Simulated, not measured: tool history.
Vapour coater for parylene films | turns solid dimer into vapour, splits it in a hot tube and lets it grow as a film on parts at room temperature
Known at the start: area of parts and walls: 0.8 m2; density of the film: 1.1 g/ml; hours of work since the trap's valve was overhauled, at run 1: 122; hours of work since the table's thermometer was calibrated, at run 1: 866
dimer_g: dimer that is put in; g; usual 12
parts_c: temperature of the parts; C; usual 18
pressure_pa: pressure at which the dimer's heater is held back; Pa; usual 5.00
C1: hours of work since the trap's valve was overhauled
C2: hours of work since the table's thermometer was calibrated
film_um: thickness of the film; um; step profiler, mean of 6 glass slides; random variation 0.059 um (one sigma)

{"run": 1, "hour": 0.0, "dimer_g": 12, "parts_c": 18, "pressure_pa": 5.0, "C1": 122, "C2": 866, "film_um": 7.03}
{"run": 2, "hour": 32.2, "dimer_g": 7, "parts_c": 18, "pressure_pa": 5.0, "C1": 142, "C2": 886, "film_um": 4.06}
{"run": 3, "hour": 56.5, "dimer_g": 7, "parts_c": 18, "pressure_pa": 5.0, "C1": 158, "C2": 902, "film_um": 4.08}
{"run": 4, "hour": 84.0, "dimer_g": 7, "parts_c": 13, "pressure_pa": 5.0, "C1": 175, "C2": 919, "film_um": 4.96}
{"run": 5, "hour": 118.9, "dimer_g": 12, "parts_c": 18, "pressure_pa": 4.25, "C1": 197, "C2": 941, "film_um": 7.21}
{"run": 6, "hour": 149.9, "dimer_g": 12, "parts_c": 18, "pressure_pa": 4.25, "C1": 217, "C2": 961, "film_um": 7.12}
{"hour": 173.4, "done": "table's thermometer calibrated"}
{"run": 7, "hour": 175.0, "dimer_g": 12, "parts_c": 18, "pressure_pa": 4.25, "C1": 232, "C2": 1, "film_um": 7.18}
{"run": 8, "hour": 206.0, "dimer_g": 12, "parts_c": 22, "pressure_pa": 5.0, "C1": 252, "C2": 21, "film_um": 6.0}
{"run": 9, "hour": 226.2, "dimer_g": 12, "parts_c": 18, "pressure_pa": 5.0, "C1": 264, "C2": 33, "film_um": 6.91}
{"run": 10, "hour": 254.9, "dimer_g": 12, "parts_c": 18, "pressure_pa": 5.0, "C1": 283, "C2": 52, "film_um": 6.96}
{"run": 11, "hour": 270.8, "dimer_g": 12, "parts_c": 10, "pressure_pa": 5.0, "C1": 293, "C2": 62, "film_um": 9.64}
{"run": 12, "hour": 300.7, "dimer_g": 12, "parts_c": 10, "pressure_pa": 5.0, "C1": 312, "C2": 81, "film_um": 9.47}
{"run": 13, "hour": 333.8, "dimer_g": 12, "parts_c": 10, "pressure_pa": 5.0, "C1": 333, "C2": 102, "film_um": 9.31}
{"run": 14, "hour": 371.7, "dimer_g": 12, "parts_c": 21, "pressure_pa": 5.0, "C1": 357, "C2": 126, "film_um": 6.24}
{"run": 15, "hour": 409.4, "dimer_g": 12, "parts_c": 18, "pressure_pa": 3.59, "C1": 380, "C2": 149, "film_um": 7.07}
{"run": 16, "hour": 446.3, "dimer_g": 12, "parts_c": 18, "pressure_pa": 3.59, "C1": 404, "C2": 173, "film_um": 7.22}
{"run": 17, "hour": 467.9, "dimer_g": 12, "parts_c": 18, "pressure_pa": 9.93, "C1": 418, "C2": 187, "film_um": 6.5}
{"run": 18, "hour": 504.7, "dimer_g": 12, "parts_c": 18, "pressure_pa": 9.93, "C1": 441, "C2": 210, "film_um": 6.47}
{"run": 19, "hour": 525.2, "dimer_g": 12, "parts_c": 18, "pressure_pa": 5.89, "C1": 454, "C2": 223, "film_um": 6.78}
{"run": 20, "hour": 545.9, "dimer_g": 12, "parts_c": 18, "pressure_pa": 5.89, "C1": 467, "C2": 236, "film_um": 6.74}
{"run": 21, "hour": 564.2, "dimer_g": 12, "parts_c": 18, "pressure_pa": 5.89, "C1": 479, "C2": 248, "film_um": 6.83}
{"run": 22, "hour": 588.2, "dimer_g": 9, "parts_c": 18, "pressure_pa": 11.51, "C1": 494, "C2": 263, "film_um": 4.79}
{"run": 23, "hour": 610.3, "dimer_g": 21, "parts_c": 18, "pressure_pa": 6.64, "C1": 508, "C2": 277, "film_um": 11.89}
{"run": 24, "hour": 643.7, "dimer_g": 21, "parts_c": 18, "pressure_pa": 6.64, "C1": 529, "C2": 298, "film_um": 11.7}
{"run": 25, "hour": 664.0, "dimer_g": 16, "parts_c": 18, "pressure_pa": 6.64, "C1": 542, "C2": 311, "film_um": 9.07}
{"run": 26, "hour": 701.3, "dimer_g": 13, "parts_c": 29, "pressure_pa": 6.64, "C1": 565, "C2": 334, "film_um": 4.84}
{"run": 27, "hour": 721.6, "dimer_g": 12, "parts_c": 22, "pressure_pa": 4.67, "C1": 578, "C2": 347, "film_um": 5.94}
{"hour": 727.2, "done": "trap's valve overhauled"}
{"run": 28, "hour": 757.8, "dimer_g": 12, "parts_c": 22, "pressure_pa": 3.24, "C1": 19, "C2": 368, "film_um": 6.36}
{"run": 29, "hour": 791.3, "dimer_g": 12, "parts_c": 22, "pressure_pa": 3.24, "C1": 41, "C2": 389, "film_um": 6.27}

The next listed run, before its measurement:
{"run": 30, "hour": 813.5, "dimer_g": 12, "parts_c": 12, "pressure_pa": 2.71, "C1": 55, "C2": 403, "film_um": "?"}

Run 30 gave film_um 9.45 um.
Without the tool's hidden state the same run would have given film_um 9.46 um.
